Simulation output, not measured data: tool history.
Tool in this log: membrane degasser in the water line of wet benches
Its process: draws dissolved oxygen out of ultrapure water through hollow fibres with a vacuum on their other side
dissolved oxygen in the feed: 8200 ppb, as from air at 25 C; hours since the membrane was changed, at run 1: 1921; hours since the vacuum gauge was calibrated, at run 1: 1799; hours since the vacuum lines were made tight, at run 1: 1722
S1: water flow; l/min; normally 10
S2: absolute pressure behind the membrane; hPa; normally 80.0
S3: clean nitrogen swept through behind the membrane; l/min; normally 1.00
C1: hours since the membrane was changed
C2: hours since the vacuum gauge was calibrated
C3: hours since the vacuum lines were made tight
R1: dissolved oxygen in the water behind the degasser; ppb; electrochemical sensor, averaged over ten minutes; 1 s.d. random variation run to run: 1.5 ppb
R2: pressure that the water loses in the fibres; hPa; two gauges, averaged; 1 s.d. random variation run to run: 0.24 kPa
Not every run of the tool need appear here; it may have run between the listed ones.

Run 1, hour 0.0: usual settings; C1 1921; C2 1799; C3 1722. Result: R1 154.3 ppb, R2 638.1 hPa.
Run 2, hour 26.2: usual settings; C1 1947; C2 1825; C3 1748. Result: R1 152.2 ppb, R2 637.5 hPa.
Run 3, hour 61.2: usual settings but S2 108.0 hPa; C1 1982; C2 1860; C3 1783. Result: R1 221.8 ppb, R2 638.9 hPa.
Run 4, hour 91.7: usual settings but S3 0.51 l/min; C1 2013; C2 1890; C3 1813. Result: R1 254.8 ppb, R2 638.3 hPa.
Run 5, hour 136.5: usual settings but S3 0.51 l/min; C1 2057; C2 1935; C3 1858. Result: R1 252.2 ppb, R2 636.9 hPa.
Run 6, hour 171.0: usual settings but S3 0.51 l/min; C1 2092; C2 1970; C3 1893. Result: R1 254.0 ppb, R2 638.4 hPa.
Run 7, hour 207.7: usual settings but S1 14 l/min; C1 2129; C2 2006; C3 1929. Result: R1 274.9 ppb, R2 890.6 hPa.
Run 8, hour 248.4: usual settings but S1 14 l/min; C1 2169; C2 2047; C3 1970. Result: R1 283.4 ppb, R2 892.5 hPa.
Run 9, hour 285.0: usual settings but S1 14 l/min; C1 2206; C2 2084; C3 2007. Result: R1 277.7 ppb, R2 899.2 hPa.
Run 10, hour 321.4: usual settings; C1 2242; C2 2120; C3 2043. Result: R1 156.8 ppb, R2 641.3 hPa.
Run 11, hour 362.1: usual settings; C1 2283; C2 2161; C3 2084. Result: R1 154.0 ppb, R2 640.3 hPa.
Run 12, hour 396.9: usual settings but S2 64.5 hPa; C1 2318; C2 2195; C3 2118. Result: R1 118.8 ppb, R2 637.2 hPa.
Run 13, hour 424.0: usual settings but S2 64.5 hPa; C1 2345; C2 2222; C3 2146. Result: R1 120.3 ppb, R2 638.8 hPa.
Run 14, hour 458.0: usual settings; C1 2379; C2 2256; C3 2180. Result: R1 156.2 ppb, R2 638.0 hPa.
Run 15, hour 493.1: usual settings but S2 173.7 hPa, S3 1.29 l/min; C1 2414; C2 2292; C3 2215. Result: R1 305.0 ppb, R2 645.7 hPa.
Run 16, hour 514.9: usual settings but S2 173.7 hPa, S3 1.29 l/min; C1 2436; C2 2313; C3 2236. Result: R1 300.9 ppb, R2 638.0 hPa.
Run 17, hour 560.2: usual settings but S1 7 l/min, S2 195.8 hPa, S3 2.99 l/min; C1 2481; C2 2359; C3 2282. Result: R1 108.4 ppb, R2 450.4 hPa.
Run 18, hour 604.9: usual settings but S1 7 l/min, S2 59.6 hPa, S3 1.63 l/min; C1 2526; C2 2403; C3 2327. Result: R1 40.0 ppb, R2 449.5 hPa.
Run 19, hour 649.2: usual settings but S3 0.43 l/min; C1 2570; C2 2448; C3 2371. Result: R1 288.2 ppb, R2 644.3 hPa.
Run 20, hour 686.3: usual settings but S1 9 l/min, S2 55.1 hPa, S3 1.69 l/min; C1 2607; C2 2485; C3 2408. Result: R1 59.5 ppb, R2 577.6 hPa.
Run 21, hour 709.2: usual settings but S1 9 l/min, S2 55.1 hPa, S3 1.69 l/min; C1 2630; C2 2508; C3 2431. Result: R1 59.8 ppb, R2 578.6 hPa.
Run 22, hour 735.0: usual settings but S1 15 l/min, S2 166.9 hPa, S3 1.69 l/min; C1 2656; C2 2534; C3 2457. Result: R1 428.8 ppb, R2 966.1 hPa.
Run 23, hour 776.3: usual settings but S2 70.6 hPa; C1 2697; C2 2575; C3 2498. Result: R1 136.2 ppb, R2 639.4 hPa.
Run 24, hour 816.0: usual settings but S1 12 l/min; C1 2737; C2 2614; C3 2538. Result: R1 216.9 ppb, R2 767.7 hPa.
Run 25, hour 847.1: usual settings but S1 12 l/min; C1 2768; C2 2646; C3 2569. Result: R1 210.3 ppb, R2 765.8 hPa.

Selected run-to-run steps in R1, each split into two signed amounts: the part the tool would show with no hidden state at all (from settings, incoming material and random variation), and the remainder, which goes to the hidden state together with any gauge scatter not common to the measured and the hidden-state-free results:
The tool's hidden condition here consists of: membrane still open, %; true pressure behind the membrane over the reading, kPa; air that leaks in behind the membrane, l/min; drift of the gauge itself on oxygen_ppb, %; drift of the gauge itself on loss_of_pressure_kpa, %.
Run 21 -> 22: S1 9 -> 15, S2 55.1 -> 166.9. R1 +369.0 ppb: hidden state +18.8, all else +350.2.
Run 22 -> 23: S1 15 -> 10, S2 166.9 -> 70.6, S3 1.69 -> 1.00. R1 -292.6 ppb: hidden state -14.2, all else -278.4.
